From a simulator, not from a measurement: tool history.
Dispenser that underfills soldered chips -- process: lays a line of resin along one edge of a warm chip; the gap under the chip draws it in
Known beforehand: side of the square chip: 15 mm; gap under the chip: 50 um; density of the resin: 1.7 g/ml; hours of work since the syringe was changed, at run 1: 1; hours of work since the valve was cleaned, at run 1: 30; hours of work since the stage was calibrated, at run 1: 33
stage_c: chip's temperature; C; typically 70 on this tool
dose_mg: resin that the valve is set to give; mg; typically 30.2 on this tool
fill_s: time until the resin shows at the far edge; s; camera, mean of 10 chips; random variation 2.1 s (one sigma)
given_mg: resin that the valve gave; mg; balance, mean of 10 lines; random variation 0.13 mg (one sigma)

run	hour	stage_c	dose_mg	hours of work since the syringe was changed	hours of work since the valve was cleaned	hours of work since the stage was calibrated	fill_s	given_mg
1	0.0	70	30.2	1	30	33	219.8	29.01
2	5.7	70	30.2	5	34	38	283.6	29.21
# hour 6.5: new syringe of resin
3	12.3	70	30.2	5	39	43	262.7	28.82
# hour 14.2: new syringe of resin
4	16.9	70	25.8	2	42	46	245.4	24.52
5	20.1	70	25.8	5	45	49	278.1	24.66
# hour 21.8: new syringe of resin
6	24.6	70	25.8	2	48	52	244.8	24.45
7	28.5	70	25.8	5	51	55	287.5	24.29
# hour 29.8: new syringe of resin
8	34.0	70	25.8	3	55	59	251.4	24.22
# hour 37.5: new syringe of resin
9	37.5	56	30.2	0	58	62	410.7	28.21
10	42.3	56	30.2	4	62	66	494.8	28.12
# hour 45.1: new syringe of resin
11	47.8	70	30.2	2	66	70	227.3	27.89
# hour 52.8: new syringe of resin
12	53.1	70	30.2	0	70	74	208.7	27.84
13	56.8	70	30.2	3	73	77	245.0	27.40
14	59.9	81	30.2	6	75	79	170.9	27.49
# hour 60.4: new syringe of resin
15	64.2	81	30.2	3	78	82	150.1	27.63
# hour 68.0: new syringe of resin
16	69.2	81	30.2	1	82	86	131.9	27.51
17	72.5	62	30.2	4	85	89	368.2	27.43
# hour 75.7: new syringe of resin
18	76.7	70	30.2	1	88	92	216.6	27.34
19	82.7	70	33.3	6	93	96	275.2	29.86
# hour 83.6: new syringe of resin
20	87.5	56	35.9	3	96	100	473.5	32.24
# hour 91.1: new syringe of resin
21	91.1	57	29.2	0	99	103	392.8	26.29
22	97.0	63	28.7	5	103	107	381.1	25.48
# hour 98.9: new syringe of resin
23	103.1	57	35.7	3	108	112	452.8	31.62
# hour 106.4: new syringe of resin
24	107.4	64	32.4	1	111	115	284.5	28.53
25	110.6	83	32.1	3	114	118	141.4	28.06
# hour 114.1: new syringe of resin
26	114.1	57	30.2	0	116	120	384.1	26.56
27	118.3	62	27.9	3	120	123	376.2	24.30
# hour 121.8: new syringe of resin
28	123.6	81	26.3	1	124	127	140.6	22.82
29	128.4	71	37.4	5	127	131	252.1	32.34
# hour 129.7: new syringe of resin
# hour 134.4: dispensing valve cleaned and set on the balance
30	134.4	80	33.0	3	0	135	151.4	32.96
# hour 138.4: new syringe of resin
31	140.7	58	38.7	2	5	140	390.6	38.14
# hour 146.1: new syringe of resin
32	146.6	58	38.7	0	9	144	355.0	38.35
33	149.3	81	33.5	3	11	146	140.3	32.47
# hour 154.0: new syringe of resin
34	155.9	81	33.5	1	16	151	133.9	32.69
35	159.8	84	31.4	5	19	154	136.7	30.90
# hour 161.8: new syringe of resin
36	165.9	75	31.6	3	24	159	194.0	30.68

3 ways to go on from here, each from the tool as it stands after run 36. What would each give?
# hour 169.5: new syringe of resin
A	172.0	76	30.2	2	29	163	?	?
# hour 169.5: new syringe of resin
B	172.0	70	35.6	2	29	163	?	?
# hour 169.5: new syringe of resin
C	172.0	83	30.2	2	29	163	?	?

run	fill_s	given_mg
A	173.0	29.53
B	227.4	34.17
C	124.5	29.31
Take away the tool's hidden state, keep each run's random variation, and the runs would have read:
run	fill_s	given_mg
A	157.8	30.46
B	208.1	35.24
C	113.4	30.23
